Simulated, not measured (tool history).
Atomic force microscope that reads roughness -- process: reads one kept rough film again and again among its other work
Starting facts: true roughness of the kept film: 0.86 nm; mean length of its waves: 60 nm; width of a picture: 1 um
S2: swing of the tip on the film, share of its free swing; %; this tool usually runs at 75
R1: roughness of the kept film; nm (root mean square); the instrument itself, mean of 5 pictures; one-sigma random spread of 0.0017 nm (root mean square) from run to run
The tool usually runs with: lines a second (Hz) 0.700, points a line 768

{"run": 1, "hour": 0.0, "lines a second (Hz)": 0.7, "S2": 75, "points a line": 768, "R1": 0.787}
{"hour": 45.8, "done": "new tip fitted"}
{"run": 2, "hour": 53.1, "lines a second (Hz)": 0.889, "S2": 75, "points a line": 768, "R1": 0.788}
{"run": 3, "hour": 90.0, "lines a second (Hz)": 0.7, "S2": 75, "points a line": 260, "R1": 0.792}
{"run": 4, "hour": 121.2, "lines a second (Hz)": 0.7, "S2": 75, "points a line": 768, "R1": 0.793}
{"run": 5, "hour": 160.0, "lines a second (Hz)": 0.7, "S2": 75, "points a line": 267, "R1": 0.788}
{"run": 6, "hour": 194.0, "lines a second (Hz)": 0.7, "S2": 75, "points a line": 267, "R1": 0.784}
{"hour": 210.3, "done": "new tip fitted"}
{"run": 7, "hour": 268.4, "lines a second (Hz)": 0.7, "S2": 75, "points a line": 267, "R1": 0.793}
{"run": 8, "hour": 312.4, "lines a second (Hz)": 0.7, "S2": 75, "points a line": 267, "R1": 0.787}
{"run": 9, "hour": 370.4, "lines a second (Hz)": 0.79, "S2": 75, "points a line": 768, "R1": 0.78}
{"hour": 378.0, "done": "new tip fitted"}
{"run": 10, "hour": 419.6, "lines a second (Hz)": 0.7, "S2": 75, "points a line": 478, "R1": 0.793}
{"run": 11, "hour": 451.6, "lines a second (Hz)": 0.7, "S2": 75, "points a line": 478, "R1": 0.79}
{"run": 12, "hour": 507.1, "lines a second (Hz)": 0.7, "S2": 75, "points a line": 478, "R1": 0.788}
{"hour": 541.9, "done": "new tip fitted"}
{"run": 13, "hour": 564.1, "lines a second (Hz)": 0.7, "S2": 75, "points a line": 478, "R1": 0.796}
{"run": 14, "hour": 607.0, "lines a second (Hz)": 0.7, "S2": 75, "points a line": 478, "R1": 0.79}
{"run": 15, "hour": 673.3, "lines a second (Hz)": 0.7, "S2": 75, "points a line": 478, "R1": 0.783}
{"hour": 706.7, "done": "new tip fitted"}
{"run": 16, "hour": 716.7, "lines a second (Hz)": 0.7, "S2": 75, "points a line": 478, "R1": 0.795}
{"run": 17, "hour": 763.1, "lines a second (Hz)": 0.7, "S2": 75, "points a line": 478, "R1": 0.79}
{"run": 18, "hour": 808.4, "lines a second (Hz)": 0.7, "S2": 75, "points a line": 478, "R1": 0.785}
{"run": 19, "hour": 861.5, "lines a second (Hz)": 0.7, "S2": 75, "points a line": 478, "R1": 0.783}
{"hour": 871.9, "done": "new tip fitted"}
{"run": 20, "hour": 904.5, "lines a second (Hz)": 3.306, "S2": 59, "points a line": 446, "R1": 0.761}
{"run": 21, "hour": 961.8, "lines a second (Hz)": 1.883, "S2": 70, "points a line": 417, "R1": 0.748}
{"run": 22, "hour": 992.9, "lines a second (Hz)": 0.789, "S2": 72, "points a line": 424, "R1": 0.787}
{"hour": 1039.2, "done": "new tip fitted"}
{"run": 23, "hour": 1042.1, "lines a second (Hz)": 3.854, "S2": 75, "points a line": 318, "R1": 0.647}
{"run": 24, "hour": 1079.3, "lines a second (Hz)": 3.854, "S2": 75, "points a line": 318, "R1": 0.642}
{"run": 25, "hour": 1132.8, "lines a second (Hz)": 1.016, "S2": 75, "points a line": 318, "R1": 0.766}
{"hour": 1201.2, "done": "new tip fitted"}
{"run": 26, "hour": 1205.6, "lines a second (Hz)": 0.753, "S2": 75, "points a line": 389, "R1": 0.79}
{"run": 27, "hour": 1255.0, "lines a second (Hz)": 0.691, "S2": 60, "points a line": 257, "R1": 0.809}
{"run": 28, "hour": 1298.8, "lines a second (Hz)": 0.744, "S2": 64, "points a line": 768, "R1": 0.804}
{"run": 29, "hour": 1343.7, "lines a second (Hz)": 2.81, "S2": 75, "points a line": 608, "R1": 0.676}
{"hour": 1364.6, "done": "new tip fitted"}
{"run": 30, "hour": 1386.1, "lines a second (Hz)": 1.001, "S2": 65, "points a line": 826, "R1": 0.797}
{"run": 31, "hour": 1460.7, "lines a second (Hz)": 1.001, "S2": 65, "points a line": 826, "R1": 0.794}
{"run": 32, "hour": 1507.9, "lines a second (Hz)": 0.7, "S2": 75, "points a line": 281, "R1": 0.779}
{"hour": 1532.6, "done": "new tip fitted"}
{"run": 33, "hour": 1568.2, "lines a second (Hz)": 0.548, "S2": 75, "points a line": 768, "R1": 0.797}
{"run": 34, "hour": 1644.9, "lines a second (Hz)": 0.888, "S2": 83, "points a line": 768, "R1": 0.747}
{"hour": 1694.6, "done": "new tip fitted"}
{"run": 35, "hour": 1694.6, "lines a second (Hz)": 1.221, "S2": 65, "points a line": 298, "R1": 0.79}

Hidden state or all else? Some run-to-run changes of R1, split into what the settings, what came in and random variation would give without the hidden state, and what is left for the hidden state (with any gauge scatter that isn't in both results):
Hidden conditions of the tool in this case: radius of the tip, nm; height scale over the true one, %; drift of the gauge itself on roughness_nm, %.
Run 1 -> 2: lines a second (Hz) 0.700 -> 0.889, new tip fitted. R1 +0.001 nm (root mean square): hidden state +0.011, all else -0.010.
Run 19 -> 20: lines a second (Hz) 0.700 -> 3.306, S2 75 -> 59, points a line 478 -> 446, new tip fitted. R1 -0.022 nm (root mean square): hidden state +0.012, all else -0.034.
Run 22 -> 23: lines a second (Hz) 0.789 -> 3.854, S2 72 -> 75, points a line 424 -> 318, new tip fitted. R1 -0.140 nm (root mean square): hidden state +0.014, all else -0.154.
Run 24 -> 25: lines a second (Hz) 3.854 -> 1.016. R1 +0.124 nm (root mean square): hidden state -0.008, all else +0.132.
Run 28 -> 29: lines a second (Hz) 0.744 -> 2.810, S2 64 -> 75, points a line 768 -> 608. R1 -0.128 nm (root mean square): hidden state +0.000, all else -0.128.

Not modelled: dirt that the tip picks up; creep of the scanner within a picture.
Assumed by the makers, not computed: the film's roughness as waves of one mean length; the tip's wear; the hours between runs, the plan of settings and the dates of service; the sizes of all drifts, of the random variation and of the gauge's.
